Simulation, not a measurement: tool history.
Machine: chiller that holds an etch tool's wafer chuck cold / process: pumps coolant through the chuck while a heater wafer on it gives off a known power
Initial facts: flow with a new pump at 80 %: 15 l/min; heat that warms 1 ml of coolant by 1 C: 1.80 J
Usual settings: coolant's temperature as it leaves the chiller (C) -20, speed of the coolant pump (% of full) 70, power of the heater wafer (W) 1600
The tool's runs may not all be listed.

run      day  coolant's temperature as it leaves the chiller (C)  speed of the coolant pump (% of full)  power of the heater wafer (W)  chuck's temperature once it has settled (C)  how much warmer the coolant comes back (C)
  1        0                                                 -20                                     70                           1600                                         -1.4                                        4.49
  2    7.346                                                 -23                                     70                           1600                                         -4.2                                        4.47
  3   14.904                                                 -23                                     70                           1600                                         -3.8                                        4.55
      19.479  -- coolant pump overhauled
  4   20.554                                                 -23                                     70                           1600                                         -5.9                                        4.02
  5   27.079                                                 -23                                     70                           1600                                         -5.9                                        4.01
      30.433  -- chiller's thermometer calibrated
  6   33.175                                                 -20                                     70                           1600                                         -2.4                                        4.01
  7   37.446                                                 -20                                     70                           1600                                         -2.3                                        4.01
  8     42.5                                                 -20                                     70                           1600                                         -2.1                                        4.05
  9   48.975                                                 -20                                     70                           1600                                           -2                                        4.05
 10   57.475                                                 -20                                     70                           1600                                         -1.9                                        4.06
      58.292  -- chiller's thermometer calibrated, once more
 11   66.367                                                 -20                                     70                           1600                                         -2.2                                        4.09
 12   75.142                                                 -20                                     70                           1600                                         -1.9                                        4.05
 13   79.608                                                 -20                                     70                           1600                                         -1.7                                        4.12
 14   85.329                                                 -20                                     70                           1600                                         -1.8                                         4.1
 15   91.983                                                 -20                                     70                           1573                                         -1.9                                        4.09
 16   95.596                                                 -20                                     84                           1600                                         -4.3                                        3.44
 17  100.971                                                 -20                                     84                           1600                                         -4.1                                        3.45
     102.533  -- coolant changed, channels flushed
 18  105.825                                                 -23                                     88                           2014                                         -6.7                                        4.11
 19  109.975                                                 -23                                     88                           2014                                         -6.8                                        4.15

Run 20 comes next. What will it give?
 20  117.05                                                 -26                                     64                            861                                            ?                                           ?

Run 20 measured chuck's temperature once it has settled (C) -16.7, how much warmer the coolant comes back (C) 2.42.
Had the tool carried no hidden state, the very same run would have given chuck's temperature once it has settled (C) -17.2, how much warmer the coolant comes back (C) 2.37.

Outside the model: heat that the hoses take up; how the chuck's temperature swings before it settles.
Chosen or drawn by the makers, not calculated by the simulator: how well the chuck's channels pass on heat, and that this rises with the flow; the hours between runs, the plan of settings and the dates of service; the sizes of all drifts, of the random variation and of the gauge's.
